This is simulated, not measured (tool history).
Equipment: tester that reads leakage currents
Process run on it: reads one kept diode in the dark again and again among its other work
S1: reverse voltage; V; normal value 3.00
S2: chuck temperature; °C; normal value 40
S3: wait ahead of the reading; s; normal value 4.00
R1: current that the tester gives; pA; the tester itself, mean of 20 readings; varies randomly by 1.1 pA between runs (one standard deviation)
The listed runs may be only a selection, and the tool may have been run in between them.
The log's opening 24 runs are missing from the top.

{"run": 25, "hour": 660.3, "S1": 5.12, "S2": 48, "S3": 0.58, "R1": 803.34}
{"run": 26, "hour": 682.9, "S1": 4.16, "S2": 24, "S3": 9.43, "R1": 99.64}
{"run": 27, "hour": 713.6, "S1": 4.16, "S2": 24, "S3": 9.43, "R1": 99.82}
{"run": 28, "hour": 731.8, "S1": 1.13, "S2": 49, "S3": 0.94, "R1": 423.73}
{"run": 29, "hour": 756.8, "S1": 6.61, "S2": 30, "S3": 4.13, "R1": 209.57}
{"run": 30, "hour": 786.0, "S1": 6.61, "S2": 30, "S3": 4.13, "R1": 208.76}
{"run": 31, "hour": 822.4, "S1": 6.61, "S2": 30, "S3": 4.13, "R1": 207.94}
{"run": 32, "hour": 840.9, "S1": 3.0, "S2": 35, "S3": 0.43, "R1": 217.46}
{"run": 33, "hour": 876.4, "S1": 3.0, "S2": 35, "S3": 0.43, "R1": 217.55}
{"run": 34, "hour": 906.2, "S1": 3.0, "S2": 25, "S3": 6.46, "R1": 91.68}

What if the next run were any one of these 4? Each begins from the tool's condition after run 34:
{"hour": 932.0, "done": "chuck's temperature calibrated"}
{"run": "A", "hour": 944.6, "S1": 5.79, "S2": 25, "S3": 8.08, "R1": "?"}
{"hour": 932.0, "done": "chuck's temperature calibrated"}
{"run": "B", "hour": 944.6, "S1": 3.56, "S2": 25, "S3": 0.79, "R1": "?"}
{"hour": 932.0, "done": "chuck's temperature calibrated"}
{"run": "C", "hour": 944.6, "S1": 1.05, "S2": 36, "S3": 8.2, "R1": "?"}
{"hour": 932.0, "done": "chuck's temperature calibrated"}
{"run": "D", "hour": 944.6, "S1": 16.86, "S2": 40, "S3": 2.04, "R1": "?"}

run=A R1=138.26
run=B R1=109.91
run=C R1=155.82
run=D R1=802.74
What these runs would have given with no unlogged condition in the tool:
run=A R1=131.52
run=B R1=105.85
run=C R1=154.98
run=D R1=783.71

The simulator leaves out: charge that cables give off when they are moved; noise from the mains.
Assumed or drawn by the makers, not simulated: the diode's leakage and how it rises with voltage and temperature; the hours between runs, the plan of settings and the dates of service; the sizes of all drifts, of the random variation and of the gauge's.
